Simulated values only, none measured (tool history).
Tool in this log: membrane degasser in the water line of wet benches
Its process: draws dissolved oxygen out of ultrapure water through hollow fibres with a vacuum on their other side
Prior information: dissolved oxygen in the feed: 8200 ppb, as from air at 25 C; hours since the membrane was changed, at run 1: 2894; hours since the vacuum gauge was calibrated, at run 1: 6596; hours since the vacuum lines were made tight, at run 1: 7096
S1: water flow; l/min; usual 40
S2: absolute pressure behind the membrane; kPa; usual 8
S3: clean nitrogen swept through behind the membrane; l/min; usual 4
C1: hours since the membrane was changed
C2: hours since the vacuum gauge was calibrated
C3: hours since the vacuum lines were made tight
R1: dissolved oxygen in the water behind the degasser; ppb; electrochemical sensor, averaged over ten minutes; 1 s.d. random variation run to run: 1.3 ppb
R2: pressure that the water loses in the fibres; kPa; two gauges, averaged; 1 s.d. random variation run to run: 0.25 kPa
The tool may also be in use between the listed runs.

run 1 hour=0 | S1=40 S2=8 S3=4 | C1=2894 C2=6596 C3=7096 | R1=138.5 R2=69.72
run 2 hour=60.3 | S1=40 S2=8 S3=4 | C1=2954 C2=6656 C3=7156 | R1=142.7 R2=69.79
-- hour=89.4 seals of the vacuum lines changed
run 3 hour=94.1 | S1=40 S2=17.74 S3=4 | C1=2986 C2=6688 C3=5 | R1=357.1 R2=69.78
run 4 hour=124.7 | S1=40 S2=17.74 S3=4 | C1=3016 C2=6718 C3=35 | R1=355.9 R2=70.07
run 5 hour=194.1 | S1=40 S2=17.74 S3=4 | C1=3086 C2=6788 C3=105 | R1=349.5 R2=70.42
run 6 hour=256.9 | S1=40 S2=13.64 S3=4 | C1=3148 C2=6851 C3=167 | R1=264.4 R2=69.96
run 7 hour=301.5 | S1=40 S2=13.64 S3=3.04 | C1=3193 C2=6895 C3=212 | R1=339.2 R2=70.01
run 8 hour=364 | S1=40 S2=8 S3=4 | C1=3256 C2=6958 C3=275 | R1=139.5 R2=70.06
run 9 hour=403.1 | S1=40 S2=8 S3=4 | C1=3295 C2=6997 C3=314 | R1=140.6 R2=70.11
run 10 hour=476 | S1=40 S2=8 S3=4 | C1=3368 C2=7070 C3=387 | R1=140.2 R2=69.81
run 11 hour=511.7 | S1=40 S2=16.69 S3=4 | C1=3403 C2=7105 C3=422 | R1=339.5 R2=70.31
run 12 hour=567.6 | S1=40 S2=16.69 S3=4 | C1=3459 C2=7161 C3=478 | R1=337.3 R2=70.65
run 13 hour=623.7 | S1=40 S2=16.69 S3=4 | C1=3515 C2=7217 C3=534 | R1=336.6 R2=69.87
run 14 hour=663.7 | S1=40 S2=8 S3=4 | C1=3555 C2=7257 C3=574 | R1=142.1 R2=69.61
run 15 hour=723.1 | S1=46 S2=8 S3=7.98 | C1=3615 C2=7317 C3=634 | R1=102.4 R2=80.84
run 16 hour=790.9 | S1=40 S2=6.64 S3=8.96 | C1=3682 C2=7385 C3=702 | R1=61.1 R2=70.44
run 17 hour=861.8 | S1=40 S2=6.64 S3=8.96 | C1=3753 C2=7455 C3=772 | R1=60.5 R2=70.33
-- hour=866.2 vacuum gauge calibrated
run 18 hour=905 | S1=45 S2=18.69 S3=3.33 | C1=3796 C2=39 C3=815 | R1=499.7 R2=79.4
run 19 hour=974.3 | S1=45 S2=18.69 S3=3.33 | C1=3865 C2=108 C3=884 | R1=503.9 R2=79.39
run 20 hour=1032.3 | S1=45 S2=18.69 S3=2.1 | C1=3923 C2=166 C3=942 | R1=734.8 R2=79.3
run 21 hour=1071.5 | S1=28 S2=16.1 S3=2.1 | C1=3962 C2=205 C3=982 | R1=411.4 R2=49.57
run 22 hour=1107.4 | S1=28 S2=13.63 S3=9.89 | C1=3998 C2=241 C3=1017 | R1=81.2 R2=49.28
run 23 hour=1176.8 | S1=28 S2=13.63 S3=6.4 | C1=4068 C2=311 C3=1087 | R1=123.3 R2=48.82
-- hour=1222.2 vacuum gauge calibrated, once more
run 24 hour=1246.8 | S1=40 S2=12.87 S3=1.75 | C1=4137 C2=25 C3=1156 | R1=473.6 R2=70.3
run 25 hour=1297 | S1=41 S2=12.87 S3=1.75 | C1=4187 C2=75 C3=1207 | R1=495.6 R2=72.53
run 26 hour=1364.9 | S1=46 S2=5.07 S3=4.18 | C1=4255 C2=143 C3=1275 | R1=78.9 R2=80.93
run 27 hour=1422.2 | S1=40 S2=7.78 S3=2.3 | C1=4313 C2=200 C3=1332 | R1=194.1 R2=70.76
run 28 hour=1456.2 | S1=40 S2=5.01 S3=4.72 | C1=4347 C2=234 C3=1366 | R1=56.2 R2=70.27

Branching from run 28: 4 alternative next runs. What would each branch give?
run A hour=1510.5 | S1=25 S2=5.01 S3=4.51 | C1=4401 C2=288 C3=1420 | R1=? R2=?
run B hour=1510.5 | S1=40 S2=8 S3=5.12 | C1=4401 C2=288 C3=1420 | R1=? R2=?
run C hour=1510.5 | S1=34 S2=8 S3=3.71 | C1=4401 C2=288 C3=1420 | R1=? R2=?
run D hour=1510.5 | S1=40 S2=5.96 S3=4.72 | C1=4401 C2=288 C3=1420 | R1=? R2=?

run=A R1=26.4 R2=43.95
run=B R1=107.2 R2=70.48
run=C R1=114.4 R2=60.32
run=D R1=72.5 R2=71.21
With the hidden condition removed and each run's random variation left untouched, the same runs would have given:
run=A R1=26 R2=42.14
run=B R1=103.3 R2=67.59
run=C R1=112.3 R2=57.85
run=D R1=68.7 R2=68.31

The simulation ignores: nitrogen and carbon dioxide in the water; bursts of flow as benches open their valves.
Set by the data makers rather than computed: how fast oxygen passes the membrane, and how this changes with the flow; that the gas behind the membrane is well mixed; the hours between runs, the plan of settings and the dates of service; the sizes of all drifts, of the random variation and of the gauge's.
